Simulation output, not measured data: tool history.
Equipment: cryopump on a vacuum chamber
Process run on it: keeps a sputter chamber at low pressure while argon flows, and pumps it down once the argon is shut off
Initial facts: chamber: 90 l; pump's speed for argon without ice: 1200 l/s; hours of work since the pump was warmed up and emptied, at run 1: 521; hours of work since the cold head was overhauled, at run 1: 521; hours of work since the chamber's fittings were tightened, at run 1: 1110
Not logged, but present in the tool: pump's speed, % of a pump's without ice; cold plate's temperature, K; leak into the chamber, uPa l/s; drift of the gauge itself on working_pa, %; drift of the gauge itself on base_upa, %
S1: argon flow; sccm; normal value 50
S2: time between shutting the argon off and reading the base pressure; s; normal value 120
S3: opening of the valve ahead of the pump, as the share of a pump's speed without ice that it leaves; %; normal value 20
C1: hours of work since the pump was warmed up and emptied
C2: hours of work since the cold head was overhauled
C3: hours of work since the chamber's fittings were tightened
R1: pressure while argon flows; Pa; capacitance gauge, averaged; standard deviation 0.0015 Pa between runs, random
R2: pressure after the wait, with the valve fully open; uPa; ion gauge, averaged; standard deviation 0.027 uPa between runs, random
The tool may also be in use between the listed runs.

| run | hour | S1 | S2 | S3 | C1 | C2 | C3 | R1 | R2 |
|---|---|---|---|---|---|---|---|---|---|
| 1 | 0.0 | 50 | 120 | 20 | 521 | 521 | 1110 | 0.3786 | 3.07 |
| 2 | 70.2 | 50 | 120 | 20 | 572 | 572 | 1161 | 0.3783 | 3.16 |
| 3 | 169.2 | 50 | 120 | 20 | 644 | 644 | 1233 | 0.3858 | 3.41 |
|  | 231.5 | pump warmed up, emptied and cooled again |
| 4 | 255.1 | 55 | 120 | 20 | 17 | 703 | 1291 | 0.3892 | 2.72 |
| 5 | 332.6 | 55 | 120 | 20 | 73 | 759 | 1348 | 0.3920 | 2.86 |
| 6 | 407.1 | 55 | 120 | 20 | 127 | 813 | 1402 | 0.3954 | 2.95 |
| 7 | 503.9 | 55 | 120 | 20 | 198 | 883 | 1472 | 0.4005 | 3.11 |
| 8 | 566.6 | 50 | 212 | 20 | 243 | 929 | 1517 | 0.3645 | 2.74 |
|  | 614.5 | leaking fittings of the chamber tightened, without venting |
| 9 | 669.1 | 50 | 212 | 20 | 316 | 1001 | 40 | 0.3698 | 0.84 |
| 10 | 723.8 | 50 | 120 | 31 | 356 | 1041 | 79 | 0.2452 | 1.34 |
| 11 | 788.9 | 50 | 56 | 20 | 403 | 1088 | 127 | 0.3714 | 2.40 |
| 12 | 843.9 | 50 | 56 | 20 | 443 | 1128 | 166 | 0.3741 | 2.58 |
| 13 | 923.7 | 24 | 120 | 33 | 501 | 1186 | 224 | 0.1144 | 1.62 |
| 14 | 1034.2 | 30 | 43 | 20 | 581 | 1266 | 304 | 0.2294 | 3.42 |
| 15 | 1093.0 | 73 | 30 | 58 | 623 | 1309 | 347 | 0.2273 | 4.61 |
|  | 1178.5 | pump warmed up, emptied and cooled again |
| 16 | 1178.5 | 73 | 30 | 58 | 0 | 1367 | 406 | 0.1809 | 4.33 |
| 17 | 1290.8 | 20 | 195 | 26 | 81 | 1449 | 487 | 0.1109 | 1.34 |
| 18 | 1360.0 | 28 | 145 | 20 | 132 | 1499 | 537 | 0.2010 | 1.69 |
| 19 | 1412.9 | 60 | 35 | 39 | 170 | 1537 | 576 | 0.2279 | 4.06 |
| 20 | 1478.3 | 50 | 48 | 20 | 218 | 1585 | 623 | 0.3617 | 3.36 |
| 21 | 1597.2 | 38 | 120 | 39 | 304 | 1671 | 709 | 0.1478 | 2.18 |
| 22 | 1673.9 | 38 | 120 | 39 | 359 | 1727 | 765 | 0.1517 | 2.27 |

Run 23, settings as shown, results not yet in. Your forecast:
| 23 | 1791.2 | 39 | 40 | 27 | 445 | 1812 | 850 | ? | ? |

Run 23 came out at R1 0.2223 Pa, R2 4.22 uPa.
With no hidden state in the tool, this same run would have given R1 0.2040 Pa, R2 2.96 uPa.
